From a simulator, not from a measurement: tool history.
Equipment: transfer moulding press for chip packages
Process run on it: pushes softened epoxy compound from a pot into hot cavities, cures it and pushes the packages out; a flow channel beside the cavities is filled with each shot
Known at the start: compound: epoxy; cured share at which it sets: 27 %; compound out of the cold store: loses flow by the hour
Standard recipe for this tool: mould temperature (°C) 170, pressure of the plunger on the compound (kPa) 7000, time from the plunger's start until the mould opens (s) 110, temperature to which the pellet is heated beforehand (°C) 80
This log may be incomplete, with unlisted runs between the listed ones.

run   hour  mould temperature (°C)  pressure of the plunger on the compound (kPa)  time from the plunger's start until the mould opens (s)  temperature to which the pellet is heated beforehand (°C)  incoming compound's hours out of the cold store  length that the compound runs in the flow channel (mm)  greatest force on the pins that push the packages out (N)
  1      0                     170                                           7000                                                      110                                                         80                                             47.5                                                     457                                                        340
  2   51.3                     170                                           7000                                                      110                                                         80                                             11.8                                                     563                                                        501
      98.9  -- cavities cleaned with cleaning compound and waxed
  3  106.6                     170                                           7000                                                      110                                                         80                                             17.6                                                     543                                                        333
  4  150.6                     170                                           7000                                                      110                                                         80                                             10.8                                                     561                                                        450
     219.8  -- cavities cleaned with cleaning compound and waxed
  5  240.2                     170                                           7000                                                      110                                                         80                                             29.7                                                     488                                                        376
  6    306                     170                                           5240                                                      110                                                         80                                             14.7                                                     463                                                        504
     341.9  -- cavities cleaned with cleaning compound and waxed
     383.8  -- mould's thermocouples calibrated
  7  388.7                     170                                           5240                                                      110                                                         80                                             45.6                                                     378                                                        436
  8  435.2                     170                                           5240                                                      110                                                         80                                             39.7                                                     393                                                        499
     462.3  -- cavities cleaned with cleaning compound and waxed
  9  495.7                     165                                           5930                                                      110                                                         79                                             31.7                                                     441                                                        497
 10  557.1                     172                                           7790                                                      110                                                         80                                             41.8                                                     450                                                        479
     586.8  -- cavities cleaned with cleaning compound and waxed
 11  634.3                     172                                           8280                                                      111                                                         80                                             21.9                                                     516                                                        419
     668.9  -- plunger's sealing rings changed
 12  675.1                     171                                           8280                                                      111                                                         80                                               27                                                     563                                                        483

Predict the results of run 13:
     710.7  -- cavities cleaned with cleaning compound and waxed
 13   758                     171                                           6150                                                      111                                                         72                                             46.3                                                       ?                                                          ?

Run 13 gave length that the compound runs in the flow channel (mm) 427, greatest force on the pins that push the packages out (N) 418.
Without the tool's hidden state the same run would have given length that the compound runs in the flow channel (mm) 435, greatest force on the pins that push the packages out (N) 299.
